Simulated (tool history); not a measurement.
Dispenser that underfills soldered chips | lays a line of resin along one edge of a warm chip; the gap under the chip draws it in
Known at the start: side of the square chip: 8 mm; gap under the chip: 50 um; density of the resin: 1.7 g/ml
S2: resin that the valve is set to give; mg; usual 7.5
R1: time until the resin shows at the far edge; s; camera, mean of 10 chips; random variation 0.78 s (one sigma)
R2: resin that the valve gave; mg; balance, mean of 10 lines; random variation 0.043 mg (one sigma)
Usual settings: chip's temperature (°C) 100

{"run": 1, "hour": 0.0, "chip's temperature (°C)": 100, "S2": 7.5, "R1": 107.5, "R2": 7.35}
{"hour": 1.6, "done": "new syringe of resin"}
{"run": 2, "hour": 6.1, "chip's temperature (°C)": 100, "S2": 7.5, "R1": 81.2, "R2": 7.34}
{"run": 3, "hour": 12.0, "chip's temperature (°C)": 100, "S2": 7.5, "R1": 97, "R2": 7.32}
{"hour": 15.8, "done": "new syringe of resin"}
{"run": 4, "hour": 16.2, "chip's temperature (°C)": 100, "S2": 7.5, "R1": 73.9, "R2": 7.32}
{"run": 5, "hour": 21.7, "chip's temperature (°C)": 100, "S2": 8.47, "R1": 84.5, "R2": 8.27}
{"run": 6, "hour": 26.7, "chip's temperature (°C)": 100, "S2": 8.47, "R1": 100.8, "R2": 8.31}
{"hour": 29.8, "done": "new syringe of resin"}
{"run": 7, "hour": 33.2, "chip's temperature (°C)": 106, "S2": 7.5, "R1": 67.5, "R2": 7.28}
{"run": 8, "hour": 38.7, "chip's temperature (°C)": 100, "S2": 7.5, "R1": 94.6, "R2": 7.31}
{"run": 9, "hour": 41.8, "chip's temperature (°C)": 100, "S2": 7.5, "R1": 103.5, "R2": 7.22}
{"hour": 43.9, "done": "new syringe of resin"}
{"run": 10, "hour": 46.1, "chip's temperature (°C)": 106, "S2": 7.55, "R1": 66.9, "R2": 7.34}
{"hour": 49.0, "done": "dispensing valve cleaned and set on the balance"}
{"run": 11, "hour": 51.1, "chip's temperature (°C)": 96, "S2": 7.74, "R1": 97.2, "R2": 7.81}
{"run": 12, "hour": 55.6, "chip's temperature (°C)": 100, "S2": 7.56, "R1": 99.9, "R2": 7.63}
{"hour": 59.2, "done": "new syringe of resin"}
{"run": 13, "hour": 60.6, "chip's temperature (°C)": 100, "S2": 8.62, "R1": 71.7, "R2": 8.65}
{"run": 14, "hour": 65.3, "chip's temperature (°C)": 100, "S2": 8.62, "R1": 82.6, "R2": 8.59}
{"run": 15, "hour": 67.9, "chip's temperature (°C)": 87, "S2": 7.43, "R1": 132.4, "R2": 7.44}
{"hour": 73.4, "done": "new syringe of resin"}
{"run": 16, "hour": 73.9, "chip's temperature (°C)": 91, "S2": 7.25, "R1": 93.3, "R2": 7.14}
{"run": 17, "hour": 78.4, "chip's temperature (°C)": 91, "S2": 7.25, "R1": 106.4, "R2": 7.27}

Forecast each of these 5 alternatives for the next run:
{"run": "A", "hour": 81.3, "chip's temperature (°C)": 109, "S2": 6.58, "R1": "?", "R2": "?"}
{"run": "B", "hour": 81.3, "chip's temperature (°C)": 110, "S2": 6.9, "R1": "?", "R2": "?"}
{"run": "C", "hour": 81.3, "chip's temperature (°C)": 114, "S2": 9.45, "R1": "?", "R2": "?"}
{"run": "D", "hour": 81.3, "chip's temperature (°C)": 100, "S2": 7.04, "R1": "?", "R2": "?"}
{"run": "E", "hour": 81.3, "chip's temperature (°C)": 109, "S2": 8.83, "R1": "?", "R2": "?"}

run=A R1=73.6 R2=6.49
run=B R1=72.3 R2=6.86
run=C R1=61.5 R2=9.39
run=D R1=93.2 R2=7.05
run=E R1=71.2 R2=8.73
Without the tool's hidden state the same runs would have given:
run=A R1=57.7 R2=6.53
run=B R1=56.9 R2=6.89
run=C R1=48.2 R2=9.44
run=D R1=73.3 R2=7.09
run=E R1=56.1 R2=8.77
